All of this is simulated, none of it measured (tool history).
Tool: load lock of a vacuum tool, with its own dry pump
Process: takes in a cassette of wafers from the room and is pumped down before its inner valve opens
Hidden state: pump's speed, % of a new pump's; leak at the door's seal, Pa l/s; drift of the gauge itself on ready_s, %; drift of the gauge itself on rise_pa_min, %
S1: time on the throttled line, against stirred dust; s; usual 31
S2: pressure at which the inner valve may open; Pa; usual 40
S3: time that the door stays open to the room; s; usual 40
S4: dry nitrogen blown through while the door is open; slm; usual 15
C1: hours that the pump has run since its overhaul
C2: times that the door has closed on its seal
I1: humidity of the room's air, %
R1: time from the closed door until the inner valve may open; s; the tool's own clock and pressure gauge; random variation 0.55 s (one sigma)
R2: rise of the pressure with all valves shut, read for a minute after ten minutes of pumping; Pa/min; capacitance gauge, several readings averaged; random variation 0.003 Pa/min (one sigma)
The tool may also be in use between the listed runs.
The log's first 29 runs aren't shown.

run,hour,S1,S2,S3,S4,C1,C2,I1,R1,R2
30,2245.9,35,42,159,5,7987,11691,42.3,78,0.034
31,2299.1,35,42,159,5,8040,11797,44.7,78.4,0.037
32,2384.6,31,35,50,7,8125,11966,43.9,77.1,0.015
33,2476.9,53,35,50,7,8218,12149,44.9,93.9,0.02
34,2536.7,53,35,50,7,8277,12268,41.2,92.9,0.021
35,2603.6,44,49,81,25,8344,12401,43.9,83.4,0.013
36,2667.9,31,55,81,15,8408,12528,45.8,73.9,0.018
37,2745,31,55,81,15,8486,12681,44.2,73.3,0.028

Forecast each of these 3 alternatives for the next run:
A,2813.5,31,71,30,15,8554,12817,46.3,?,?
B,2813.5,23,55,29,4,8554,12817,47.2,?,?
C,2813.5,49,55,59,14,8554,12817,46.8,?,?

run,R1,R2
A,72.3,0.011
B,68.2,0.013
C,86.7,0.014
Without the tool's hidden state the same runs would have given:
run,R1,R2
A,72.3,0.01
B,68.1,0.013
C,86.6,0.014

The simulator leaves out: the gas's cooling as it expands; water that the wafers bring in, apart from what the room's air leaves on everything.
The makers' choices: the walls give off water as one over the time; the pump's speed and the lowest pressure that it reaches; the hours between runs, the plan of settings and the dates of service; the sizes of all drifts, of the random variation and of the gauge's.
